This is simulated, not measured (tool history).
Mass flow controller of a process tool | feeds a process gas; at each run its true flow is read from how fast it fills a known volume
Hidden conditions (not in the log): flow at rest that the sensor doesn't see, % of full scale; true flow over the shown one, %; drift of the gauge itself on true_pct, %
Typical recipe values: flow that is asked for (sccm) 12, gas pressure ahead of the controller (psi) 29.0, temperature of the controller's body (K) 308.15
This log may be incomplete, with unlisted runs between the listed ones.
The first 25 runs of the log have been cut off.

| run | hour | flow that is asked for (sccm) | gas pressure ahead of the controller (psi) | temperature of the controller's body (K) | hours of work since the controller was set to zero | hours of work since the controller was changed | true flow (%) |
|---|---|---|---|---|---|---|---|
| 26 | 2935.7 | 12 | 22.6 | 299.15 | 2858 | 2858 | 98.69 |
| 27 | 3006.3 | 2 | 24.7 | 293.15 | 2888 | 2888 | 98.28 |
| 28 | 3164.5 | 5 | 29.0 | 294.15 | 2956 | 2956 | 97.59 |
| 29 | 3310.3 | 12 | 35.8 | 308.15 | 3018 | 3018 | 99.19 |
| 30 | 3459.3 | 9 | 25.5 | 308.15 | 3082 | 3082 | 99.07 |
| 31 | 3545.3 | 9 | 28.6 | 302.15 | 3119 | 3119 | 98.51 |
| 32 | 3694.0 | 12 | 21.2 | 299.15 | 3182 | 3182 | 98.67 |
| 33 | 3828.4 | 7 | 29.0 | 294.15 | 3240 | 3240 | 97.72 |
| 34 | 3988.7 | 2 | 25.2 | 300.15 | 3308 | 3308 | 99.02 |
| 35 | 4129.9 | 13 | 30.0 | 305.15 | 3368 | 3368 | 99.17 |
| 36 | 4205.6 | 10 | 30.6 | 298.15 | 3401 | 3401 | 98.23 |
| 37 | 4343.9 | 10 | 30.6 | 298.15 | 3460 | 3460 | 98.35 |
| 38 | 4429.8 | 15 | 26.3 | 308.15 | 3496 | 3496 | 99.62 |
| 39 | 4592.0 | 10 | 30.0 | 309.15 | 3566 | 3566 | 98.98 |
| 40 | 4705.6 | 5 | 30.0 | 295.15 | 3614 | 3614 | 97.75 |
| 41 | 4807.7 | 4 | 31.8 | 308.15 | 3658 | 3658 | 98.81 |
| 42 | 4944.0 | 4 | 31.8 | 308.15 | 3716 | 3716 | 98.90 |
| 43 | 5088.2 | 4 | 31.8 | 308.15 | 3777 | 3777 | 98.93 |
| 44 | 5207.5 | 5 | 39.9 | 296.15 | 3828 | 3828 | 97.85 |
| 45 | 5304.9 | 3 | 36.7 | 296.15 | 3870 | 3870 | 98.20 |
| 46 | 5391.1 | 3 | 36.7 | 296.15 | 3907 | 3907 | 98.14 |
| 47 | 5511.7 | 7 | 29.0 | 296.15 | 3958 | 3958 | 97.98 |
| 48 | 5661.5 | 13 | 20.6 | 307.15 | 4022 | 4022 | 99.23 |

5 ways to go on from here, each from the tool as it stands after run 48. What would each give?
| A | 5730.5 | 10 | 27.4 | 307.15 | 4052 | 4052 | ? |
| B | 5730.5 | 7 | 20.6 | 296.15 | 4052 | 4052 | ? |
| C | 5730.5 | 7 | 20.6 | 307.15 | 4052 | 4052 | ? |
| D | 5730.5 | 7 | 34.1 | 310.15 | 4052 | 4052 | ? |
| E | 5730.5 | 13 | 23.4 | 308.15 | 4052 | 4052 | ? |

| run | true flow (%) |
|---|---|
| A | 98.85 |
| B | 98.00 |
| C | 98.75 |
| D | 99.00 |
| E | 99.32 |
With the hidden condition removed and each run's random variation left untouched, the same runs would have given:
| run | true flow (%) |
|---|---|
| A | 99.24 |
| B | 98.18 |
| C | 98.93 |
| D | 99.18 |
| E | 99.82 |

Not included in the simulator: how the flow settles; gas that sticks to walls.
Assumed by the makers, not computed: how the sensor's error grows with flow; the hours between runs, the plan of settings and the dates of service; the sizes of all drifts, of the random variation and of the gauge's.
